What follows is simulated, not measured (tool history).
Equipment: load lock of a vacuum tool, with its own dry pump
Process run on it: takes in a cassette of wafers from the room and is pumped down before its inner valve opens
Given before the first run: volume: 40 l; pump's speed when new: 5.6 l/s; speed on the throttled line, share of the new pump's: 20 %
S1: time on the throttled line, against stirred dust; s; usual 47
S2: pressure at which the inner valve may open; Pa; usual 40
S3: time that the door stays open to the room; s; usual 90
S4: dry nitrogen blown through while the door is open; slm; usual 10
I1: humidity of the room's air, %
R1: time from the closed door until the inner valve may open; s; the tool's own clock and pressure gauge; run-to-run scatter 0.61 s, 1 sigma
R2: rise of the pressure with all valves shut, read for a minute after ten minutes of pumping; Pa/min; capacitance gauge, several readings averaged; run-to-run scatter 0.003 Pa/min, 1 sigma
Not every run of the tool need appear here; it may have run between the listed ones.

{"run": 1, "hour": 0.0, "S1": 47, "S2": 40, "S3": 90, "S4": 10, "I1": 43.5, "R1": 92.5, "R2": 0.063}
{"run": 2, "hour": 428.9, "S1": 47, "S2": 40, "S3": 90, "S4": 10, "I1": 44.9, "R1": 93.9, "R2": 0.061}
{"run": 3, "hour": 965.2, "S1": 47, "S2": 40, "S3": 90, "S4": 10, "I1": 45.8, "R1": 94.1, "R2": 0.066}
{"run": 4, "hour": 1375.3, "S1": 47, "S2": 40, "S3": 90, "S4": 10, "I1": 43.5, "R1": 93.4, "R2": 0.065}
{"run": 5, "hour": 1793.2, "S1": 47, "S2": 40, "S3": 90, "S4": 10, "I1": 46.4, "R1": 94.4, "R2": 0.076}
{"run": 6, "hour": 2058.9, "S1": 47, "S2": 40, "S3": 90, "S4": 10, "I1": 45.7, "R1": 94.3, "R2": 0.073}
{"run": 7, "hour": 2342.0, "S1": 47, "S2": 40, "S3": 90, "S4": 10, "I1": 46.4, "R1": 93.5, "R2": 0.077}

Estimate the outcome of run 8 from the log above:
{"run": 8, "hour": 2805.4, "S1": 47, "S2": 40, "S3": 58, "S4": 10, "I1": 42.5, "R1": "?", "R2": "?"}

{"run 8": {"R1": 94.0, "R2": 0.065}}
Minus the tool's unlogged condition, the same run would have read R1 92.9 s, R2 0.033 Pa/min.

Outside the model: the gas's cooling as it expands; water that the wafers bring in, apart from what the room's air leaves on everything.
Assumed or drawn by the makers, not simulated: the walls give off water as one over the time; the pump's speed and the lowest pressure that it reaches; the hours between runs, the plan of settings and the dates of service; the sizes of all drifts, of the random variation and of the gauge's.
